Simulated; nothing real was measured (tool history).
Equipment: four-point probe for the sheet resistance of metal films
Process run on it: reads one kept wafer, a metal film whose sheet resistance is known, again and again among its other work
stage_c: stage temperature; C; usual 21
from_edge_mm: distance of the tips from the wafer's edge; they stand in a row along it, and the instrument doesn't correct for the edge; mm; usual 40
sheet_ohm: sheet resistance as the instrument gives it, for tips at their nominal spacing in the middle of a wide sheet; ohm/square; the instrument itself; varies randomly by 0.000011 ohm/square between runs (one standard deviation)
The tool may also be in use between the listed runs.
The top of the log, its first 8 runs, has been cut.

{"run": 9, "day": 7.658, "stage_c": 34, "from_edge_mm": 18, "sheet_ohm": 0.053556}
{"run": 10, "day": 8.75, "stage_c": 34, "from_edge_mm": 14, "sheet_ohm": 0.053591}
{"run": 11, "day": 9.671, "stage_c": 34, "from_edge_mm": 14, "sheet_ohm": 0.053611}
{"run": 12, "day": 10.554, "stage_c": 34, "from_edge_mm": 14, "sheet_ohm": 0.053592}
{"run": 13, "day": 11.438, "stage_c": 34, "from_edge_mm": 14, "sheet_ohm": 0.053604}
{"run": 14, "day": 12.133, "stage_c": 21, "from_edge_mm": 40, "sheet_ohm": 0.05383}
{"run": 15, "day": 12.7, "stage_c": 21, "from_edge_mm": 40, "sheet_ohm": 0.053835}
{"run": 16, "day": 13.492, "stage_c": 21, "from_edge_mm": 40, "sheet_ohm": 0.053841}
{"run": 17, "day": 14.475, "stage_c": 21, "from_edge_mm": 40, "sheet_ohm": 0.053857}
{"run": 18, "day": 15.0, "stage_c": 35, "from_edge_mm": 40, "sheet_ohm": 0.053567}
{"run": 19, "day": 16.108, "stage_c": 35, "from_edge_mm": 40, "sheet_ohm": 0.053552}
{"run": 20, "day": 16.771, "stage_c": 21, "from_edge_mm": 24, "sheet_ohm": 0.053871}

What does the tool deliver on the next run?
{"run": 21, "day": 17.925, "stage_c": 21, "from_edge_mm": 24, "sheet_ohm": "?"}

sheet_ohm: 0.053890 ohm/square
The same run, on a tool lacking any hidden state, would have yielded sheet_ohm 0.053884 ohm/square.
